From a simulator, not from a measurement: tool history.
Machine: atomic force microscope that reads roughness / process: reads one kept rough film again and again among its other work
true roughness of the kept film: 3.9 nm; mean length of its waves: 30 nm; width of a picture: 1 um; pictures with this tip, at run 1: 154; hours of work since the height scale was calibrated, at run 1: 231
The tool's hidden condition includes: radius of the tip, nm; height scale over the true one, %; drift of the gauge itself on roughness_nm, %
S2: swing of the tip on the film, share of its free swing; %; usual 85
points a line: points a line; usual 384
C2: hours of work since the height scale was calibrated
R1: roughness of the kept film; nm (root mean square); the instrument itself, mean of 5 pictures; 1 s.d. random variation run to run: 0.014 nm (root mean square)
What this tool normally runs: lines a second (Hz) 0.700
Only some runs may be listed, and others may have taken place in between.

Run 1, day 0.000: usual settings; pictures with this tip 154; C2 231. Result: R1 2.975 nm (root mean square).
Run 2, day 0.354: usual settings; pictures with this tip 169; C2 236. Result: R1 2.944 nm (root mean square).
Run 3, day 0.712: usual settings but S2 68 %; pictures with this tip 185; C2 242. Result: R1 2.971 nm (root mean square).
Run 4, day 1.129: usual settings; pictures with this tip 203; C2 249. Result: R1 2.882 nm (root mean square).
Run 5, day 1.350: usual settings but points a line 558; pictures with this tip 213; C2 253. Result: R1 2.880 nm (root mean square).
Run 6, day 1.692: usual settings but lines a second (Hz) 1.500, points a line 558; pictures with this tip 228; C2 258. Result: R1 2.722 nm (root mean square).
Run 7, day 1.900: usual settings but lines a second (Hz) 1.500, points a line 558; pictures with this tip 237; C2 262. Result: R1 2.725 nm (root mean square).
Run 8, day 2.271: usual settings but lines a second (Hz) 0.723; pictures with this tip 253; C2 268. Result: R1 2.806 nm (root mean square).
Run 9, day 2.667: usual settings but lines a second (Hz) 0.723, points a line 634; pictures with this tip 271; C2 274. Result: R1 2.793 nm (root mean square).
Run 10, day 2.871: usual settings but lines a second (Hz) 0.723, points a line 634; pictures with this tip 280; C2 278. Result: R1 2.755 nm (root mean square).
Run 11, day 3.138: usual settings but lines a second (Hz) 2.469; pictures with this tip 291; C2 282. Result: R1 2.537 nm (root mean square).
Run 12, day 3.362: usual settings but lines a second (Hz) 2.469; pictures with this tip 301; C2 286. Result: R1 2.498 nm (root mean square).
Run 13, day 3.571: usual settings but lines a second (Hz) 2.469; pictures with this tip 310; C2 289. Result: R1 2.495 nm (root mean square).
Run 14, day 3.900: usual settings but lines a second (Hz) 2.469; pictures with this tip 325; C2 294. Result: R1 2.469 nm (root mean square).
Run 15, day 4.125: usual settings but S2 87 %; pictures with this tip 335; C2 298. Result: R1 2.659 nm (root mean square).
At day 4.188: height scale calibrated on a step standard.
Run 16, day 4.521: usual settings but S2 87 %; pictures with this tip 350; C2 5. Result: R1 2.648 nm (root mean square).
Run 17, day 4.712: usual settings but S2 69 %; pictures with this tip 359; C2 9. Result: R1 2.702 nm (root mean square).
Run 18, day 4.942: usual settings but S2 69 %; pictures with this tip 369; C2 12. Result: R1 2.690 nm (root mean square).
At day 5.050: new tip fitted.
At day 5.346: height scale calibrated on a step standard, once more.
Run 19, day 5.367: usual settings but S2 69 %; pictures with this tip 12; C2 0. Result: R1 3.391 nm (root mean square).
Run 20, day 5.700: usual settings but S2 69 %; pictures with this tip 26; C2 6. Result: R1 3.340 nm (root mean square).
Run 21, day 6.004: usual settings but S2 81 %; pictures with this tip 40; C2 11. Result: R1 3.287 nm (root mean square).
Run 22, day 6.171: usual settings but lines a second (Hz) 0.522; pictures with this tip 47; C2 14. Result: R1 3.259 nm (root mean square).
Run 23, day 6.538: usual settings but lines a second (Hz) 0.522; pictures with this tip 63; C2 20. Result: R1 3.249 nm (root mean square).
Run 24, day 6.829: usual settings but lines a second (Hz) 0.522; pictures with this tip 76; C2 24. Result: R1 3.195 nm (root mean square).
Run 25, day 7.071: usual settings but lines a second (Hz) 0.522; pictures with this tip 86; C2 28. Result: R1 3.180 nm (root mean square).
Run 26, day 7.467: usual settings but lines a second (Hz) 0.522; pictures with this tip 104; C2 35. Result: R1 3.113 nm (root mean square).
Run 27, day 7.633: usual settings but lines a second (Hz) 0.522; pictures with this tip 111; C2 38. Result: R1 3.121 nm (root mean square).
Run 28, day 8.008: usual settings but lines a second (Hz) 1.966, S2 75 %, points a line 553; pictures with this tip 128; C2 44. Result: R1 3.016 nm (root mean square).
Run 29, day 8.358: usual settings but lines a second (Hz) 2.157, S2 82 %, points a line 543; pictures with this tip 143; C2 49. Result: R1 2.897 nm (root mean square).
Run 30, day 8.596: usual settings but lines a second (Hz) 2.157, S2 82 %, points a line 543; pictures with this tip 153; C2 53. Result: R1 2.858 nm (root mean square).
Run 31, day 8.796: usual settings but points a line 852; pictures with this tip 162; C2 57. Result: R1 3.011 nm (root mean square).
Run 32, day 9.012: usual settings but S2 62 %, points a line 967; pictures with this tip 172; C2 60. Result: R1 3.060 nm (root mean square).
Run 33, day 9.275: usual settings but S2 60 %, points a line 326; pictures with this tip 183; C2 64. Result: R1 3.025 nm (root mean square).
Run 34, day 9.475: usual settings but lines a second (Hz) 2.318, S2 60 %, points a line 576; pictures with this tip 192; C2 68. Result: R1 2.957 nm (root mean square).
Run 35, day 9.796: usual settings but lines a second (Hz) 0.708, S2 73 %, points a line 680; pictures with this tip 206; C2 73. Result: R1 2.966 nm (root mean square).
Run 36, day 10.088: usual settings but lines a second (Hz) 1.218, S2 83 %, points a line 858; pictures with this tip 219; C2 78. Result: R1 2.846 nm (root mean square).
Run 37, day 10.317: usual settings but S2 86 %; pictures with this tip 229; C2 81. Result: R1 2.866 nm (root mean square).
Run 38, day 10.600: usual settings but lines a second (Hz) 1.218, S2 67 %, points a line 289; pictures with this tip 241; C2 86. Result: R1 2.836 nm (root mean square).
Run 39, day 10.933: usual settings but lines a second (Hz) 0.777, S2 61 %, points a line 517; pictures with this tip 256; C2 92. Result: R1 2.914 nm (root mean square).
Run 40, day 11.175: usual settings but lines a second (Hz) 0.777, S2 61 %, points a line 517; pictures with this tip 266; C2 96. Result: R1 2.914 nm (root mean square).
Run 41, day 11.421: usual settings but lines a second (Hz) 3.491, S2 64 %, points a line 268; pictures with this tip 277; C2 100. Result: R1 2.729 nm (root mean square).
Run 42, day 11.604: usual settings but lines a second (Hz) 1.192, S2 86 %; pictures with this tip 285; C2 103. Result: R1 2.720 nm (root mean square).
Run 43, day 11.983: usual settings but lines a second (Hz) 1.963, S2 86 %; pictures with this tip 302; C2 109. Result: R1 2.584 nm (root mean square).
Run 44, day 12.162: usual settings but lines a second (Hz) 1.676, S2 79 %, points a line 278; pictures with this tip 310; C2 112. Result: R1 2.647 nm (root mean square).
Run 45, day 12.462: usual settings but lines a second (Hz) 0.750, S2 71 %, points a line 752; pictures with this tip 323; C2 117. Result: R1 2.789 nm (root mean square).
Run 46, day 12.717: usual settings but lines a second (Hz) 2.045, S2 68 %, points a line 664; pictures with this tip 334; C2 121. Result: R1 2.705 nm (root mean square).
Run 47, day 13.012: usual settings but lines a second (Hz) 2.045, S2 68 %, points a line 664; pictures with this tip 347; C2 126. Result: R1 2.677 nm (root mean square).
Run 48, day 13.221: usual settings but lines a second (Hz) 1.447, S2 58 %, points a line 863; pictures with this tip 356; C2 129. Result: R1 2.749 nm (root mean square).
Run 49, day 13.488: usual settings but lines a second (Hz) 1.447, S2 58 %, points a line 863; pictures with this tip 368; C2 133. Result: R1 2.721 nm (root mean square).
At day 13.596: new tip fitted.
Run 50, day 13.838: usual settings but lines a second (Hz) 1.383, S2 64 %, points a line 562; pictures with this tip 10; C2 139. Result: R1 3.329 nm (root mean square).
Run 51, day 14.225: usual settings but lines a second (Hz) 0.862, S2 62 %, points a line 358; pictures with this tip 28; C2 145. Result: R1 3.338 nm (root mean square).
Run 52, day 14.467: usual settings but S2 58 %, points a line 261; pictures with this tip 38; C2 149. Result: R1 3.300 nm (root mean square).
Run 53, day 14.729: usual settings but lines a second (Hz) 2.279, S2 62 %; pictures with this tip 50; C2 153. Result: R1 3.217 nm (root mean square).

Selected run-to-run steps in R1, each split into two signed amounts: the part the tool would show with no hidden state at all (from settings, incoming material and random variation), and the remainder, which goes to the hidden state together with any gauge scatter not common to the measured and the hidden-state-free results:
Run 10 -> 11: lines a second (Hz) 0.723 -> 2.469, points a line 634 -> 384. R1 -0.218 nm (root mean square): hidden state +0.027, all else -0.245.
Run 14 -> 15: lines a second (Hz) 2.469 -> 0.700, S2 85 -> 87. R1 +0.190 nm (root mean square): hidden state -0.064, all else +0.254.
Run 18 -> 19: new tip fitted, height scale calibrated on a step standard, once more. R1 +0.701 nm (root mean square): hidden state +0.699, all else +0.002.
Run 49 -> 50: lines a second (Hz) 1.447 -> 1.383, S2 58 -> 64, points a line 863 -> 562, new tip fitted. R1 +0.608 nm (root mean square): hidden state +0.661, all else -0.053.

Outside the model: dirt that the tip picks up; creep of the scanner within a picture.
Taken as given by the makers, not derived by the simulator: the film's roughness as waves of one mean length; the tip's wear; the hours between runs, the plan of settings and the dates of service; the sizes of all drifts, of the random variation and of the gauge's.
